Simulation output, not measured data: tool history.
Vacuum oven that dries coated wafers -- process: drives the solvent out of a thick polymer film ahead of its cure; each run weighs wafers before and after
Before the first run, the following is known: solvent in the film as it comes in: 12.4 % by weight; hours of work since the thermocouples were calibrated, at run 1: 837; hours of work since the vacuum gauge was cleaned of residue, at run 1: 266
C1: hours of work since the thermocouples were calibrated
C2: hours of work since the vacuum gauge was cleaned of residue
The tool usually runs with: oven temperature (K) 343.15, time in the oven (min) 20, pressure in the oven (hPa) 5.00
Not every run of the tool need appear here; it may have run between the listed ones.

Run 1, hour 0.0: usual settings; C1 837; C2 266. Result: solvent left in the film (%) 0.524.
Run 2, hour 54.3: usual settings but pressure in the oven (hPa) 6.95; C1 879; C2 308. Result: solvent left in the film (%) 0.589.
Run 3, hour 115.7: usual settings but pressure in the oven (hPa) 6.95; C1 927; C2 355. Result: solvent left in the film (%) 0.596.
Run 4, hour 167.8: usual settings; C1 967; C2 395. Result: solvent left in the film (%) 0.537.
Run 5, hour 221.3: usual settings; C1 1008; C2 437. Result: solvent left in the film (%) 0.528.
Run 6, hour 271.2: usual settings; C1 1047; C2 475. Result: solvent left in the film (%) 0.532.
Run 7, hour 318.4: usual settings but time in the oven (min) 15, pressure in the oven (hPa) 2.57; C1 1083; C2 512. Result: solvent left in the film (%) 0.822.
Run 8, hour 362.9: usual settings but time in the oven (min) 10, pressure in the oven (hPa) 19.08; C1 1118; C2 546. Result: solvent left in the film (%) 2.359.
At hour 371.3: vacuum gauge cleaned of residue and calibrated.
Run 9, hour 437.2: usual settings but time in the oven (min) 10, pressure in the oven (hPa) 19.08; C1 1174; C2 51. Result: solvent left in the film (%) 2.373.
Run 10, hour 476.2: usual settings but oven temperature (K) 335.15, time in the oven (min) 10, pressure in the oven (hPa) 3.59; C1 1204; C2 81. Result: solvent left in the film (%) 3.733.
Run 11, hour 528.3: usual settings but oven temperature (K) 331.15, time in the oven (min) 10, pressure in the oven (hPa) 13.96; C1 1244; C2 121. Result: solvent left in the film (%) 5.169.
At hour 541.4: vacuum gauge cleaned of residue and calibrated, once more.
Run 12, hour 580.6: usual settings but oven temperature (K) 332.15, time in the oven (min) 22, pressure in the oven (hPa) 3.80; C1 1283; C2 30. Result: solvent left in the film (%) 1.682.

Each row is a separate what-if for the run after 12, all from the same tool condition, not one after another. Results?
Run A, hour 650.4: usual settings but oven temperature (K) 356.15, time in the oven (min) 26, pressure in the oven (hPa) 12.02; C1 1337; C2 84. Result: solvent left in the film (%) ?.
Run B, hour 650.4: usual settings but oven temperature (K) 358.15, time in the oven (min) 26, pressure in the oven (hPa) 19.06; C1 1337; C2 84. Result: solvent left in the film (%) ?.
Run C, hour 650.4: usual settings but oven temperature (K) 332.15, time in the oven (min) 21, pressure in the oven (hPa) 3.80; C1 1337; C2 84. Result: solvent left in the film (%) ?.
Run D, hour 650.4: usual settings but oven temperature (K) 351.15, time in the oven (min) 36, pressure in the oven (hPa) 9.03; C1 1337; C2 84. Result: solvent left in the film (%) ?.
Run E, hour 650.4: usual settings but pressure in the oven (hPa) 13.26; C1 1337; C2 84. Result: solvent left in the film (%) ?.

run  solvent left in the film (%)
  A                         0.274
  B                         0.399
  C                         1.817
  D                         0.262
  E                         0.749
Without the tool's unlogged condition, the same runs would have read:
run  solvent left in the film (%)
  A                         0.289
  B                         0.425
  C                         2.238
  D                         0.274
  E                         0.917
